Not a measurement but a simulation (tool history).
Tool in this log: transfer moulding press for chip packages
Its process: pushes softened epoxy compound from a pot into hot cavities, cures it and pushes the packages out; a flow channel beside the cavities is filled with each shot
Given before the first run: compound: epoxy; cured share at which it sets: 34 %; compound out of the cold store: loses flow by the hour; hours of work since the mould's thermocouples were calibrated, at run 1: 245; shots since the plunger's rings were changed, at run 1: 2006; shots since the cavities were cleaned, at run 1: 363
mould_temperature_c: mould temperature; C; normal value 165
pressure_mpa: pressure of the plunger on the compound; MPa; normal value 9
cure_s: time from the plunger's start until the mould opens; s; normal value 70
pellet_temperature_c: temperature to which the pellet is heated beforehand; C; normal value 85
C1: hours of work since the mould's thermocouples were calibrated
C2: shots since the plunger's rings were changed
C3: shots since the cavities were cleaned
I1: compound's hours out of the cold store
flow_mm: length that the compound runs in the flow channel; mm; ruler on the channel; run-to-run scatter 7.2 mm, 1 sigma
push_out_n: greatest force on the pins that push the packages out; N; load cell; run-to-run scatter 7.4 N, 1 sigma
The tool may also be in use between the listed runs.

run 1 day=0 | mould_temperature_c=165 pressure_mpa=9 cure_s=70 pellet_temperature_c=85 | C1=245 C2=2006 C3=363 | I1=31.2 | flow_mm=853 push_out_n=394
-- day=0.742 cavities cleaned with cleaning compound and waxed
-- day=2.221 cavities cleaned with cleaning compound and waxed
run 2 day=2.538 | mould_temperature_c=165 pressure_mpa=9 cure_s=70 pellet_temperature_c=85 | C1=290 C2=3146 C3=150 | I1=15.3 | flow_mm=913 push_out_n=404
-- day=3.796 cavities cleaned with cleaning compound and waxed
run 3 day=4.725 | mould_temperature_c=165 pressure_mpa=9 cure_s=70 pellet_temperature_c=85 | C1=328 C2=4151 C3=440 | I1=32 | flow_mm=824 push_out_n=426
-- day=5.317 cavities cleaned with cleaning compound and waxed
-- day=6.675 cavities cleaned with cleaning compound and waxed
run 4 day=7.833 | mould_temperature_c=165 pressure_mpa=9 cure_s=70 pellet_temperature_c=85 | C1=383 C2=5563 C3=549 | I1=33.2 | flow_mm=805 push_out_n=440
-- day=8.104 cavities cleaned with cleaning compound and waxed
-- day=9.612 plunger's sealing rings changed
-- day=9.675 cavities cleaned with cleaning compound and waxed
run 5 day=10.883 | mould_temperature_c=165 pressure_mpa=9 cure_s=70 pellet_temperature_c=85 | C1=435 C2=571 C3=571 | I1=22.9 | flow_mm=916 push_out_n=476
-- day=11.096 cavities cleaned with cleaning compound and waxed
-- day=12.562 cavities cleaned with cleaning compound and waxed
-- day=14.008 cavities cleaned with cleaning compound and waxed
run 6 day=14.033 | mould_temperature_c=165 pressure_mpa=7.94 cure_s=70 pellet_temperature_c=85 | C1=489 C2=1972 C3=13 | I1=46.9 | flow_mm=733 push_out_n=331
-- day=15.358 cavities cleaned with cleaning compound and waxed
-- day=16.892 cavities cleaned with cleaning compound and waxed
run 7 day=17.021 | mould_temperature_c=165 pressure_mpa=7.94 cure_s=70 pellet_temperature_c=85 | C1=541 C2=3325 C3=61 | I1=11.4 | flow_mm=864 push_out_n=412
-- day=18.4 cavities cleaned with cleaning compound and waxed
run 8 day=18.946 | mould_temperature_c=165 pressure_mpa=9 cure_s=70 pellet_temperature_c=85 | C1=575 C2=4205 C3=258 | I1=36.2 | flow_mm=809 push_out_n=393
-- day=19.825 cavities cleaned with cleaning compound and waxed
-- day=21.158 cavities cleaned with cleaning compound and waxed
run 9 day=21.158 | mould_temperature_c=165 pressure_mpa=9 cure_s=70 pellet_temperature_c=85 | C1=614 C2=5192 C3=0 | I1=25.4 | flow_mm=844 push_out_n=357
-- day=22.529 cavities cleaned with cleaning compound and waxed
run 10 day=22.629 | mould_temperature_c=165 pressure_mpa=9 cure_s=70 pellet_temperature_c=85 | C1=639 C2=5858 C3=48 | I1=27.8 | flow_mm=830 push_out_n=378
-- day=23.692 plunger's sealing rings changed
-- day=24.025 cavities cleaned with cleaning compound and waxed
run 11 day=24.679 | mould_temperature_c=165 pressure_mpa=9 cure_s=70 pellet_temperature_c=85 | C1=674 C2=437 C3=310 | I1=43.4 | flow_mm=816 push_out_n=408
-- day=25.379 cavities cleaned with cleaning compound and waxed
-- day=26.958 cavities cleaned with cleaning compound and waxed
run 12 day=27.75 | mould_temperature_c=165 pressure_mpa=9 cure_s=70 pellet_temperature_c=85 | C1=728 C2=1829 C3=373 | I1=47.2 | flow_mm=786 push_out_n=426
-- day=28.325 cavities cleaned with cleaning compound and waxed
run 13 day=29.479 | mould_temperature_c=172 pressure_mpa=9 cure_s=61 pellet_temperature_c=85 | C1=758 C2=2618 C3=546 | I1=21.2 | flow_mm=870 push_out_n=425
-- day=29.729 cavities cleaned with cleaning compound and waxed
-- day=31.088 cavities cleaned with cleaning compound and waxed
run 14 day=31.179 | mould_temperature_c=165 pressure_mpa=10.08 cure_s=70 pellet_temperature_c=85 | C1=787 C2=3362 C3=44 | I1=24.7 | flow_mm=897 push_out_n=375
-- day=32.504 cavities cleaned with cleaning compound and waxed
-- day=32.888 mould's thermocouples calibrated
-- day=33.917 cavities cleaned with cleaning compound and waxed
run 15 day=33.917 | mould_temperature_c=165 pressure_mpa=10.08 cure_s=93 pellet_temperature_c=85 | C1=18 C2=4558 C3=0 | I1=16.2 | flow_mm=949 push_out_n=195
-- day=35.383 cavities cleaned with cleaning compound and waxed
run 16 day=36.129 | mould_temperature_c=173 pressure_mpa=7.21 cure_s=51 pellet_temperature_c=87 | C1=57 C2=5574 C3=352 | I1=16.4 | flow_mm=764 push_out_n=551
-- day=36.896 cavities cleaned with cleaning compound and waxed
-- day=37.9 plunger's sealing rings changed
-- day=38.546 cavities cleaned with cleaning compound and waxed
run 17 day=39.179 | mould_temperature_c=173 pressure_mpa=7.21 cure_s=51 pellet_temperature_c=87 | C1=109 C2=577 C3=300 | I1=39.3 | flow_mm=721 push_out_n=518
-- day=40.038 cavities cleaned with cleaning compound and waxed
run 18 day=41.004 | mould_temperature_c=160 pressure_mpa=7.21 cure_s=51 pellet_temperature_c=84 | C1=141 C2=1408 C3=456 | I1=9.9 | flow_mm=858 push_out_n=1088

What does the tool deliver on the next run?
-- day=41.412 cavities cleaned with cleaning compound and waxed
-- day=42.979 cavities cleaned with cleaning compound and waxed
run 19 day=43.462 | mould_temperature_c=160 pressure_mpa=7.21 cure_s=51 pellet_temperature_c=84 | C1=184 C2=2512 C3=229 | I1=34.5 | flow_mm=? push_out_n=?

Run 19 measured flow_mm 755 mm, push_out_n 931 N.
Were there no unlogged condition in the tool, this run, its random variation unchanged, would have produced flow_mm 777 mm, push_out_n 790 N.

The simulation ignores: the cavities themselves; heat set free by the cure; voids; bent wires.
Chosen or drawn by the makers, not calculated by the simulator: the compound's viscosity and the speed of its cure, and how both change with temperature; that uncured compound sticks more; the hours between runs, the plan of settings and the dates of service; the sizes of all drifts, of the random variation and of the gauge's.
